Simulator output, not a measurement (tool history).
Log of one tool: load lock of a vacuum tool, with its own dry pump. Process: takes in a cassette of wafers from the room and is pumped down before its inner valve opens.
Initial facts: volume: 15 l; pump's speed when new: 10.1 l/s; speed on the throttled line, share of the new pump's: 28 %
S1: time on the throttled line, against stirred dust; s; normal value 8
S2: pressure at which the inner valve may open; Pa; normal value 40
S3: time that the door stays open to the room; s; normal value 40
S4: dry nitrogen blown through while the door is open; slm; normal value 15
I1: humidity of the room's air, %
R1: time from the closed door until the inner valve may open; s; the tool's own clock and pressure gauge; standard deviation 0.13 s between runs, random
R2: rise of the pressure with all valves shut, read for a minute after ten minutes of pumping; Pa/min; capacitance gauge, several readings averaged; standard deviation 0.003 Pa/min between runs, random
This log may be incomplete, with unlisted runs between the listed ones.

run 1 day=0 | S1=8 S2=40 S3=40 S4=15 | I1=46.4 | R1=17.3 R2=0.054
run 2 day=8.15 | S1=8 S2=40 S3=40 S4=12 | I1=47.3 | R1=17.4 R2=0.057
run 3 day=20.321 | S1=8 S2=41 S3=40 S4=15 | I1=47.2 | R1=17.2 R2=0.053
run 4 day=30.162 | S1=8 S2=40 S3=40 S4=15 | I1=46.3 | R1=17.5 R2=0.052
run 5 day=40.179 | S1=8 S2=40 S3=40 S4=15 | I1=44.8 | R1=17.3 R2=0.048
run 6 day=54.233 | S1=8 S2=40 S3=59 S4=15 | I1=44.1 | R1=17.5 R2=0.063
run 7 day=66.712 | S1=8 S2=40 S3=40 S4=15 | I1=42.4 | R1=17.3 R2=0.05
run 8 day=79.592 | S1=8 S2=40 S3=78 S4=15 | I1=43.7 | R1=17.6 R2=0.078
run 9 day=88.783 | S1=8 S2=56 S3=40 S4=15 | I1=45.3 | R1=17 R2=0.049
run 10 day=95.967 | S1=8 S2=56 S3=40 S4=15 | I1=46.4 | R1=16.8 R2=0.053
run 11 day=106.846 | S1=6 S2=56 S3=40 S4=15 | I1=44.1 | R1=15.6 R2=0.051
run 12 day=120.267 | S1=8 S2=40 S3=40 S4=15 | I1=42 | R1=17.3 R2=0.05
run 13 day=132.979 | S1=8 S2=58 S3=40 S4=15 | I1=44.5 | R1=16.8 R2=0.05
run 14 day=146.571 | S1=8 S2=46 S3=40 S4=15 | I1=44 | R1=17.1 R2=0.046
run 15 day=156.788 | S1=8 S2=46 S3=40 S4=15 | I1=44.8 | R1=17.5 R2=0.05
run 16 day=165.783 | S1=8 S2=46 S3=52 S4=15 | I1=48.2 | R1=17.3 R2=0.066
run 17 day=178.392 | S1=8 S2=34 S3=40 S4=12 | I1=47.2 | R1=17.4 R2=0.057
run 18 day=187.558 | S1=8 S2=34 S3=40 S4=12 | I1=45.1 | R1=17.7 R2=0.051
run 19 day=195.067 | S1=5 S2=75 S3=130 S4=23 | I1=42.8 | R1=14.4 R2=0.076
run 20 day=203.533 | S1=13 S2=40 S3=40 S4=9 | I1=44.1 | R1=20.9 R2=0.061
run 21 day=217.121 | S1=12 S2=39 S3=193 S4=10 | I1=47.3 | R1=20.2 R2=0.148
run 22 day=226.688 | S1=12 S2=39 S3=193 S4=10 | I1=44.8 | R1=20.3 R2=0.141
-- day=228.025 door's seal changed, seat wiped
run 23 day=239.242 | S1=16 S2=39 S3=173 S4=10 | I1=46.7 | R1=22.8 R2=0.133
run 24 day=250.45 | S1=8 S2=40 S3=136 S4=8 | I1=45.8 | R1=17.3 R2=0.121
run 25 day=263.75 | S1=8 S2=40 S3=136 S4=8 | I1=45.3 | R1=17.3 R2=0.126
run 26 day=277.796 | S1=8 S2=40 S3=136 S4=8 | I1=48.3 | R1=17.3 R2=0.133
run 27 day=287.204 | S1=16 S2=72 S3=39 S4=10 | I1=44.9 | R1=22.2 R2=0.061
run 28 day=294.283 | S1=8 S2=40 S3=40 S4=11 | I1=43.9 | R1=17.2 R2=0.056
run 29 day=305.742 | S1=8 S2=59 S3=40 S4=11 | I1=46.4 | R1=16.8 R2=0.061

3 options for the next run, each taken on its own from the tool as it stands now. Forecast them:
run A day=315.212 | S1=8 S2=62 S3=40 S4=11 | I1=44.8 | R1=? R2=?
run B day=315.212 | S1=8 S2=38 S3=40 S4=9 | I1=47.6 | R1=? R2=?
run C day=315.212 | S1=9 S2=44 S3=40 S4=5 | I1=45.2 | R1=? R2=?

run=A R1=16.5 R2=0.059
run=B R1=17.5 R2=0.063
run=C R1=17.9 R2=0.07
The same runs, with their run-to-run variation unchanged, on a tool lacking any hidden condition would have given:
run=A R1=16.5 R2=0.059
run=B R1=17.4 R2=0.062
run=C R1=17.9 R2=0.07
